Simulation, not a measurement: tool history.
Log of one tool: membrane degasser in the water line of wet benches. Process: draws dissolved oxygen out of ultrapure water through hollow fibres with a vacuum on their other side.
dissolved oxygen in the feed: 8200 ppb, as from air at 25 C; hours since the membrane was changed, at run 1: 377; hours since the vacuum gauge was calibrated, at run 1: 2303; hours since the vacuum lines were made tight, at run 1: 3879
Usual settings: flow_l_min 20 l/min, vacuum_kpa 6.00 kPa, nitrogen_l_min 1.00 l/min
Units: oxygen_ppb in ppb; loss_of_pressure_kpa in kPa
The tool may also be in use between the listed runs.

run	day	flow_l_min	vacuum_kpa	nitrogen_l_min	hours since the membrane was changed	hours since the vacuum gauge was calibrated	hours since the vacuum lines were made tight	oxygen_ppb	loss_of_pressure_kpa
1	0.000	20	6.00	1.00	377	2303	3879	134.2	69.47
2	4.004	20	6.00	1.00	473	2399	3975	133.8	69.36
3	8.246	20	6.00	1.00	575	2501	4077	132.0	69.36
4	12.979	20	6.00	0.61	689	2615	4191	201.7	69.46
5	18.421	13	6.00	1.00	819	2745	4321	89.9	45.43
6	22.450	20	6.00	1.00	916	2842	4418	134.0	69.32
7	25.958	20	6.00	1.00	1000	2926	4502	133.9	69.15
8	28.675	20	6.00	1.00	1065	2992	4567	133.8	69.41
9	33.142	20	6.00	1.00	1173	3099	4675	133.9	69.84
10	38.579	20	6.00	1.00	1303	3229	4805	134.9	69.32
11	43.162	32	6.00	1.00	1413	3339	4915	215.9	111.36
12	47.050	30	6.00	1.00	1506	3433	5008	203.9	104.38
13	51.658	25	6.00	1.00	1617	3543	5119	168.9	87.81
14	56.338	25	6.00	1.00	1729	3655	5231	168.5	87.48
15	59.800	25	6.00	1.00	1812	3739	5314	169.1	87.18
16	65.646	25	6.00	1.00	1953	3879	5455	169.3	88.21
17	71.696	25	6.56	1.95	2098	4024	5600	113.4	87.74
18	75.004	24	12.19	1.62	2177	4103	5679	313.0	84.30
19	79.592	23	6.68	2.54	2287	4214	5789	85.6	80.37
20	82.925	23	4.55	2.33	2367	4293	5869	42.4	80.37
21	86.383	15	4.01	2.92	2450	4377	5952	14.1	52.49
22	90.621	15	4.01	2.92	2552	4478	6054	14.5	52.86
# day 93.312: vacuum gauge calibrated
23	96.504	25	6.91	0.58	2693	77	6195	314.4	87.85
24	101.292	20	6.00	2.84	2808	191	6310	51.3	70.25
25	106.004	20	9.91	0.74	2921	305	6423	381.0	70.44
26	108.650	17	6.00	1.00	2984	368	6486	111.3	59.65
27	111.408	17	3.64	1.00	3051	434	6552	20.6	59.71
28	117.250	13	6.00	1.90	3191	574	6693	47.9	45.32
29	120.642	20	7.01	1.35	3272	656	6774	132.4	69.95
30	125.883	17	13.51	1.02	3398	782	6900	385.9	59.68
31	129.750	28	6.51	2.86	3491	874	6993	91.7	98.76
32	132.417	20	6.35	1.00	3555	939	7057	144.9	70.19

Hidden state at the last listed run before each entry between runs and at the first one after, where it differs:
Between runs 22 and 23: vacuum gauge calibrated (day 93.312)
  membrane still open, %: 98.5 -> 98.4; true pressure behind the membrane over the reading, kPa: 0.23 -> 0.03; air that leaks in behind the membrane, l/min: 0.0089 -> 0.009
  measured less the result without the state, oxygen_ppb: +3.2 -> +3.2 ppb; loss_of_pressure_kpa: +0.80 -> +1.40 kPa
